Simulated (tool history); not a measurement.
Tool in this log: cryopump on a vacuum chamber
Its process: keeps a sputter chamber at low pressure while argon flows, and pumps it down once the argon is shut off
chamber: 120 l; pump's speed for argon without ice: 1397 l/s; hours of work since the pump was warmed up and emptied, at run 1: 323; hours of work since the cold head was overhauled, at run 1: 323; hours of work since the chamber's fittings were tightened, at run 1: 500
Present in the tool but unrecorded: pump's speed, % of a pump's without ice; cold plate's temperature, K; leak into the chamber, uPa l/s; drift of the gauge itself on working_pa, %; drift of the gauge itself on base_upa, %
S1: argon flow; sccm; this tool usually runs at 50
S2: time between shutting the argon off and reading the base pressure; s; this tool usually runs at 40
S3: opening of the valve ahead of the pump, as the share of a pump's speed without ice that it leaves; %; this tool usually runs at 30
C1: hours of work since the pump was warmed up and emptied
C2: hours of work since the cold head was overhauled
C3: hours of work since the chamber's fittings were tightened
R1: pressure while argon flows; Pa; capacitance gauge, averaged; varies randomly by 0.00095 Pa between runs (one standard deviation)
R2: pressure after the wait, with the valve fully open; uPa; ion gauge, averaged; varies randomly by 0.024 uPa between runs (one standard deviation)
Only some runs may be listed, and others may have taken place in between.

Run 1, hour 0.0: usual settings; C1 323; C2 323; C3 500. Result: R1 0.2058 Pa, R2 1.57 uPa.
Run 2, hour 11.0: usual settings; C1 332; C2 332; C3 510. Result: R1 0.2058 Pa, R2 1.58 uPa.
Run 3, hour 21.3: usual settings but S2 34 s; C1 342; C2 342; C3 519. Result: R1 0.2057 Pa, R2 1.73 uPa.
Run 4, hour 32.7: usual settings but S3 31 %; C1 352; C2 352; C3 529. Result: R1 0.1996 Pa, R2 1.58 uPa.
Run 5, hour 48.4: usual settings but S3 31 %; C1 365; C2 365; C3 543. Result: R1 0.1996 Pa, R2 1.67 uPa.
Run 6, hour 67.6: usual settings but S3 16 %; C1 382; C2 382; C3 560. Result: R1 0.3832 Pa, R2 1.69 uPa.
Run 7, hour 80.4: usual settings; C1 394; C2 394; C3 571. Result: R1 0.2088 Pa, R2 1.64 uPa.
Run 8, hour 98.8: usual settings; C1 410; C2 410; C3 587. Result: R1 0.2074 Pa, R2 1.70 uPa.
Run 9, hour 119.3: usual settings but S2 64 s; C1 428; C2 428; C3 605. Result: R1 0.2086 Pa, R2 1.48 uPa.
Run 10, hour 137.6: usual settings but S2 64 s; C1 444; C2 444; C3 621. Result: R1 0.2078 Pa, R2 1.50 uPa.
Run 11, hour 153.8: usual settings but S2 64 s; C1 458; C2 458; C3 636. Result: R1 0.2062 Pa, R2 1.56 uPa.
Run 12, hour 173.0: usual settings but S3 38 %; C1 475; C2 475; C3 653. Result: R1 0.1638 Pa, R2 1.83 uPa.
Run 13, hour 188.0: usual settings but S3 38 %; C1 488; C2 488; C3 666. Result: R1 0.1645 Pa, R2 1.79 uPa.
Run 14, hour 202.7: usual settings but S3 38 %; C1 501; C2 501; C3 679. Result: R1 0.1662 Pa, R2 1.84 uPa.
Run 15, hour 214.7: usual settings but S1 58 sccm; C1 512; C2 512; C3 689. Result: R1 0.2422 Pa, R2 1.84 uPa.
Run 16, hour 225.9: usual settings but S1 45 sccm; C1 522; C2 522; C3 699. Result: R1 0.1868 Pa, R2 1.87 uPa.
Run 17, hour 246.7: usual settings but S1 45 sccm; C1 540; C2 540; C3 718. Result: R1 0.1872 Pa, R2 1.96 uPa.
Run 18, hour 266.5: usual settings but S1 44 sccm, S3 55 %; C1 557; C2 557; C3 735. Result: R1 0.1019 Pa, R2 1.93 uPa.
Run 19, hour 276.7: usual settings but S1 72 sccm, S3 21 %; C1 566; C2 566; C3 744. Result: R1 0.4247 Pa, R2 1.99 uPa.
Run 20, hour 296.4: usual settings but S1 25 sccm, S3 42 %; C1 584; C2 584; C3 761. Result: R1 0.0765 Pa, R2 1.95 uPa.
Run 21, hour 313.8: usual settings but S1 24 sccm, S2 29 s, S3 16 %; C1 599; C2 599; C3 777. Result: R1 0.1850 Pa, R2 2.24 uPa.
Run 22, hour 326.2: usual settings but S1 24 sccm, S2 29 s, S3 16 %; C1 610; C2 610; C3 788. Result: R1 0.1859 Pa, R2 2.25 uPa.
Run 23, hour 336.2: usual settings but S1 22 sccm, S2 195 s, S3 26 %; C1 619; C2 619; C3 796. Result: R1 0.1048 Pa, R2 1.50 uPa.
Run 24, hour 348.6: usual settings but S1 78 sccm, S2 144 s, S3 49 %; C1 630; C2 630; C3 807. Result: R1 0.2056 Pa, R2 1.57 uPa.
Run 25, hour 363.9: usual settings but S1 41 sccm, S3 51 %; C1 643; C2 643; C3 821. Result: R1 0.1040 Pa, R2 2.02 uPa.
Run 26, hour 376.2: usual settings but S1 23 sccm, S3 33 %; C1 654; C2 654; C3 832. Result: R1 0.0886 Pa, R2 2.05 uPa.
Run 27, hour 397.4: usual settings but S1 63 sccm, S2 282 s, S3 38 %; C1 673; C2 673; C3 850. Result: R1 0.2109 Pa, R2 1.56 uPa.
Run 28, hour 406.6: usual settings but S1 63 sccm, S2 282 s, S3 38 %; C1 681; C2 681; C3 858. Result: R1 0.2104 Pa, R2 1.57 uPa.
Run 29, hour 422.7: usual settings but S1 30 sccm, S2 164 s, S3 41 %; C1 695; C2 695; C3 872. Result: R1 0.0938 Pa, R2 1.69 uPa.
Run 30, hour 438.3: usual settings but S1 96 sccm, S2 164 s, S3 41 %; C1 709; C2 709; C3 886. Result: R1 0.2998 Pa, R2 1.71 uPa.
Run 31, hour 458.3: usual settings but S2 111 s, S3 55 %; C1 726; C2 726; C3 904. Result: R1 0.1198 Pa, R2 1.79 uPa.
Run 32, hour 475.3: usual settings but S1 47 sccm, S2 95 s; C1 741; C2 741; C3 919. Result: R1 0.1991 Pa, R2 1.88 uPa.
Run 33, hour 487.2: usual settings but S1 33 sccm, S2 95 s; C1 752; C2 752; C3 929. Result: R1 0.1397 Pa, R2 1.85 uPa.
Run 34, hour 506.2: usual settings but S1 33 sccm, S2 95 s; C1 768; C2 768; C3 946. Result: R1 0.1383 Pa, R2 1.91 uPa.

What if the next run were any one of these 3? Each begins from the tool's condition after run 34:
Run A, hour 522.4: usual settings but S1 20 sccm, S2 33 s; C1 783; C2 783; C3 960. Result: R1 ?, R2 ?.
Run B, hour 522.4: usual settings but S1 57 sccm, S2 77 s; C1 783; C2 783; C3 960. Result: R1 ?, R2 ?.
Run C, hour 522.4: usual settings but S3 47 %; C1 783; C2 783; C3 960. Result: R1 ?, R2 ?.

run      R1    R2
  A  0.0835  2.40
  B  0.2405  1.92
  C  0.1391  2.28
With no hidden state in the tool, these same runs would have given:
run      R1    R2
  A  0.0795  0.98
  B  0.2289  0.51
  C  0.1288  0.84
